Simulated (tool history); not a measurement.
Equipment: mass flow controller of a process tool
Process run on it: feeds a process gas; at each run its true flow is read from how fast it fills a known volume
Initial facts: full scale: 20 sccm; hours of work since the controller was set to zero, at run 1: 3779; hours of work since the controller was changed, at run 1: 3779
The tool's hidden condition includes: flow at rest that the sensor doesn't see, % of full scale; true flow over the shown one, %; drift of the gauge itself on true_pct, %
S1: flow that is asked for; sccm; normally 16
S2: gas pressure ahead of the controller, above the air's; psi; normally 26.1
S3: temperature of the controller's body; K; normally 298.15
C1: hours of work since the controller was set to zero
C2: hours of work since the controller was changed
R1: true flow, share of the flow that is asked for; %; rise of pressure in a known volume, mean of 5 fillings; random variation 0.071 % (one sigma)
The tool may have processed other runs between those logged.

{"run": 1, "day": 0.0, "S1": 16, "S2": 26.1, "S3": 298.15, "C1": 3779, "C2": 3779, "R1": 99.99}
{"run": 2, "day": 2.692, "S1": 16, "S2": 26.1, "S3": 298.15, "C1": 3830, "C2": 3830, "R1": 100.12}
{"run": 3, "day": 5.404, "S1": 16, "S2": 26.1, "S3": 298.15, "C1": 3882, "C2": 3882, "R1": 100.16}
{"run": 4, "day": 8.404, "S1": 16, "S2": 21.2, "S3": 298.15, "C1": 3939, "C2": 3939, "R1": 100.45}
{"run": 5, "day": 11.662, "S1": 16, "S2": 21.2, "S3": 298.15, "C1": 4001, "C2": 4001, "R1": 100.57}
{"run": 6, "day": 14.688, "S1": 16, "S2": 21.2, "S3": 298.15, "C1": 4058, "C2": 4058, "R1": 100.8}
{"run": 7, "day": 16.292, "S1": 16, "S2": 21.2, "S3": 298.15, "C1": 4088, "C2": 4088, "R1": 100.62}
{"run": 8, "day": 18.675, "S1": 16, "S2": 25.1, "S3": 298.15, "C1": 4134, "C2": 4134, "R1": 100.62}
{"run": 9, "day": 20.533, "S1": 16, "S2": 25.1, "S3": 298.15, "C1": 4169, "C2": 4169, "R1": 100.76}
{"run": 10, "day": 22.621, "S1": 16, "S2": 25.1, "S3": 298.15, "C1": 4209, "C2": 4209, "R1": 100.8}
{"run": 11, "day": 25.462, "S1": 16, "S2": 25.1, "S3": 298.15, "C1": 4262, "C2": 4262, "R1": 101.01}
{"run": 12, "day": 28.238, "S1": 16, "S2": 25.1, "S3": 298.15, "C1": 4315, "C2": 4315, "R1": 101.03}
{"run": 13, "day": 31.442, "S1": 16, "S2": 26.1, "S3": 298.15, "C1": 4376, "C2": 4376, "R1": 101.08}
{"run": 14, "day": 34.092, "S1": 16, "S2": 26.1, "S3": 298.15, "C1": 4426, "C2": 4426, "R1": 101.24}
{"run": 15, "day": 36.342, "S1": 16, "S2": 26.1, "S3": 298.15, "C1": 4469, "C2": 4469, "R1": 101.37}
{"run": 16, "day": 38.575, "S1": 16, "S2": 26.1, "S3": 298.15, "C1": 4511, "C2": 4511, "R1": 101.38}
{"day": 41.258, "done": "gauge calibrated"}
{"run": 17, "day": 41.475, "S1": 16, "S2": 26.1, "S3": 298.15, "C1": 4566, "C2": 4566, "R1": 100.02}
{"run": 18, "day": 43.6, "S1": 8, "S2": 26.1, "S3": 298.15, "C1": 4607, "C2": 4607, "R1": 99.61}
{"run": 19, "day": 46.604, "S1": 3, "S2": 26.1, "S3": 298.15, "C1": 4664, "C2": 4664, "R1": 99.73}
{"run": 20, "day": 48.271, "S1": 3, "S2": 26.1, "S3": 298.15, "C1": 4695, "C2": 4695, "R1": 99.5}
{"run": 21, "day": 50.383, "S1": 3, "S2": 26.1, "S3": 298.15, "C1": 4735, "C2": 4735, "R1": 99.84}
{"run": 22, "day": 53.321, "S1": 16, "S2": 26.8, "S3": 298.15, "C1": 4791, "C2": 4791, "R1": 100.41}
{"run": 23, "day": 56.412, "S1": 16, "S2": 26.8, "S3": 298.15, "C1": 4850, "C2": 4850, "R1": 100.48}
{"run": 24, "day": 57.875, "S1": 18, "S2": 24.1, "S3": 298.15, "C1": 4878, "C2": 4878, "R1": 100.75}
{"run": 25, "day": 60.333, "S1": 11, "S2": 27.4, "S3": 306.15, "C1": 4924, "C2": 4924, "R1": 100.93}

Expected results for the next run?
{"run": 26, "day": 61.746, "S1": 11, "S2": 20.5, "S3": 296.15, "C1": 4951, "C2": 4951, "R1": "?"}

{"run 26": {"R1": 100.63}}
The same run, on a tool lacking any hidden state, would have yielded R1 99.80 %.
